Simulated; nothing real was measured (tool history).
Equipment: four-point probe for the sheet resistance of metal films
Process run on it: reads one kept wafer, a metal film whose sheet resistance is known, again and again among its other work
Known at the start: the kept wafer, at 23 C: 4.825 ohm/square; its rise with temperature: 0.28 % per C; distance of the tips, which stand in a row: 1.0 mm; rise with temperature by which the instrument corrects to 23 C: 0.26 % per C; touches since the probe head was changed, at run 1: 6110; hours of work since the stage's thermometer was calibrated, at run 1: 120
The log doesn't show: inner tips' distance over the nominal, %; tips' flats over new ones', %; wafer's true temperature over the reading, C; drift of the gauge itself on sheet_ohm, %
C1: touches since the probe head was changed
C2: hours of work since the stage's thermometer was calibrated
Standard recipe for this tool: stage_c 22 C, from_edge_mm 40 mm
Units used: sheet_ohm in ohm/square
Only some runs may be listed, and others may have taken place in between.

Run 1, hour 0.0: usual settings; C1 6110; C2 120. Result: sheet_ohm 4.827450 ohm/square.
Run 2, hour 13.2: usual settings but from_edge_mm 23 mm; C1 6330; C2 126. Result: sheet_ohm 4.829784 ohm/square.
Run 3, hour 30.7: usual settings but stage_c 21 C; C1 6622; C2 134. Result: sheet_ohm 4.825887 ohm/square.
Run 4, hour 53.0: usual settings but from_edge_mm 23 mm; C1 6993; C2 144. Result: sheet_ohm 4.829490 ohm/square.
Run 5, hour 80.1: usual settings but from_edge_mm 23 mm; C1 7444; C2 156. Result: sheet_ohm 4.830993 ohm/square.
Run 6, hour 100.5: usual settings but from_edge_mm 23 mm; C1 7783; C2 165. Result: sheet_ohm 4.832023 ohm/square.
Run 7, hour 115.9: usual settings but from_edge_mm 23 mm; C1 8040; C2 172. Result: sheet_ohm 4.830292 ohm/square.
Run 8, hour 142.4: usual settings but from_edge_mm 23 mm; C1 8480; C2 183. Result: sheet_ohm 4.831696 ohm/square.
Run 9, hour 167.8: usual settings but from_edge_mm 30 mm; C1 8904; C2 195. Result: sheet_ohm 4.828161 ohm/square.
Run 10, hour 183.3: usual settings but stage_c 23 C; C1 9161; C2 202. Result: sheet_ohm 4.827998 ohm/square.
Run 11, hour 203.9: usual settings but stage_c 23 C; C1 9505; C2 211. Result: sheet_ohm 4.828926 ohm/square.
Run 12, hour 229.4: usual settings but stage_c 23 C; C1 9929; C2 222. Result: sheet_ohm 4.828959 ohm/square.
Run 13, hour 245.5: usual settings but stage_c 34 C; C1 10196; C2 229. Result: sheet_ohm 4.836508 ohm/square.
Run 14, hour 263.3: usual settings but stage_c 34 C; C1 10493; C2 237. Result: sheet_ohm 4.838078 ohm/square.
Run 15, hour 290.0: usual settings but stage_c 34 C; C1 10938; C2 249. Result: sheet_ohm 4.839153 ohm/square.
Run 16, hour 308.3: usual settings but stage_c 35 C; C1 11242; C2 257. Result: sheet_ohm 4.839398 ohm/square.
Run 17, hour 323.6: usual settings but stage_c 35 C; C1 11497; C2 264. Result: sheet_ohm 4.837280 ohm/square.
Run 18, hour 336.2: usual settings but stage_c 35 C; C1 11707; C2 270. Result: sheet_ohm 4.837812 ohm/square.
Run 19, hour 348.0: usual settings but stage_c 35 C; C1 11903; C2 275. Result: sheet_ohm 4.838230 ohm/square.
Run 20, hour 367.6: usual settings but stage_c 35 C; C1 12230; C2 284. Result: sheet_ohm 4.837284 ohm/square.
Run 21, hour 381.2: usual settings but stage_c 35 C; C1 12455; C2 290. Result: sheet_ohm 4.838941 ohm/square.
Run 22, hour 395.6: usual settings but stage_c 21 C; C1 12695; C2 296. Result: sheet_ohm 4.828877 ohm/square.
Run 23, hour 422.7: usual settings; C1 13146; C2 308. Result: sheet_ohm 4.828247 ohm/square.
Run 24, hour 437.2: usual settings; C1 13388; C2 315. Result: sheet_ohm 4.830801 ohm/square.
Run 25, hour 463.7: usual settings but stage_c 26 C, from_edge_mm 5 mm; C1 13828; C2 327. Result: sheet_ohm 4.933264 ohm/square.
Run 26, hour 481.7: usual settings but stage_c 26 C, from_edge_mm 5 mm; C1 14128; C2 335. Result: sheet_ohm 4.932521 ohm/square.
Run 27, hour 502.5: usual settings but stage_c 24 C, from_edge_mm 3 mm; C1 14475; C2 344. Result: sheet_ohm 5.100975 ohm/square.
Run 28, hour 530.8: usual settings but stage_c 18 C, from_edge_mm 34 mm; C1 14946; C2 357. Result: sheet_ohm 4.827007 ohm/square.
Run 29, hour 551.5: usual settings but stage_c 18 C, from_edge_mm 34 mm; C1 15291; C2 366. Result: sheet_ohm 4.826089 ohm/square.
Run 30, hour 571.3: usual settings but stage_c 28 C, from_edge_mm 13 mm; C1 15619; C2 375. Result: sheet_ohm 4.846293 ohm/square.
Run 31, hour 591.2: usual settings but stage_c 19 C, from_edge_mm 12 mm; C1 15951; C2 383. Result: sheet_ohm 4.845170 ohm/square.
Run 32, hour 604.7: usual settings but stage_c 19 C, from_edge_mm 12 mm; C1 16175; C2 389. Result: sheet_ohm 4.843910 ohm/square.
Run 33, hour 618.6: usual settings but stage_c 28 C, from_edge_mm 8 mm; C1 16407; C2 396. Result: sheet_ohm 4.873351 ohm/square.
Run 34, hour 631.3: usual settings but stage_c 30 C, from_edge_mm 31 mm; C1 16619; C2 401. Result: sheet_ohm 4.836950 ohm/square.
Run 35, hour 656.4: usual settings but stage_c 32 C, from_edge_mm 31 mm; C1 17037; C2 413. Result: sheet_ohm 4.837990 ohm/square.
Run 36, hour 679.2: usual settings but stage_c 24 C, from_edge_mm 43 mm; C1 17416; C2 423. Result: sheet_ohm 4.831778 ohm/square.
Run 37, hour 696.9: usual settings but stage_c 24 C, from_edge_mm 43 mm; C1 17711; C2 431. Result: sheet_ohm 4.833032 ohm/square.
Run 38, hour 717.0: usual settings but stage_c 24 C, from_edge_mm 43 mm; C1 18045; C2 440. Result: sheet_ohm 4.831398 ohm/square.
Run 39, hour 733.8: usual settings but stage_c 26 C, from_edge_mm 7 mm; C1 18324; C2 447. Result: sheet_ohm 4.885739 ohm/square.
Run 40, hour 759.8: usual settings but stage_c 26 C, from_edge_mm 7 mm; C1 18758; C2 459. Result: sheet_ohm 4.885631 ohm/square.
Run 41, hour 784.2: usual settings but stage_c 19 C, from_edge_mm 37 mm; C1 19163; C2 469. Result: sheet_ohm 4.828231 ohm/square.
Run 42, hour 812.4: usual settings but stage_c 19 C, from_edge_mm 37 mm; C1 19634; C2 482. Result: sheet_ohm 4.828364 ohm/square.
Run 43, hour 826.9: usual settings but stage_c 31 C, from_edge_mm 37 mm; C1 19875; C2 489. Result: sheet_ohm 4.838062 ohm/square.
Run 44, hour 839.9: usual settings but stage_c 34 C, from_edge_mm 35 mm; C1 20092; C2 494. Result: sheet_ohm 4.841482 ohm/square.
Run 45, hour 856.8: usual settings but from_edge_mm 12 mm; C1 20373; C2 502. Result: sheet_ohm 4.847168 ohm/square.

What if the next run were any one of these 4? Each begins from the tool's condition after run 45:
Run A, hour 878.0: usual settings but stage_c 33 C, from_edge_mm 4 mm; C1 20725; C2 511. Result: sheet_ohm ?.
Run B, hour 878.0: usual settings but stage_c 25 C, from_edge_mm 28 mm; C1 20725; C2 511. Result: sheet_ohm ?.
Run C, hour 878.0: usual settings but stage_c 27 C, from_edge_mm 9 mm; C1 20725; C2 511. Result: sheet_ohm ?.
Run D, hour 878.0: usual settings but stage_c 28 C, from_edge_mm 9 mm; C1 20725; C2 511. Result: sheet_ohm ?.

run  sheet_ohm
  A   4.996220
  B   4.835003
  C   4.865983
  D   4.865011
Take away the tool's hidden state, keep each run's random variation, and the runs would have read:
run  sheet_ohm
  A   4.990536
  B   4.829513
  C   4.860454
  D   4.859479
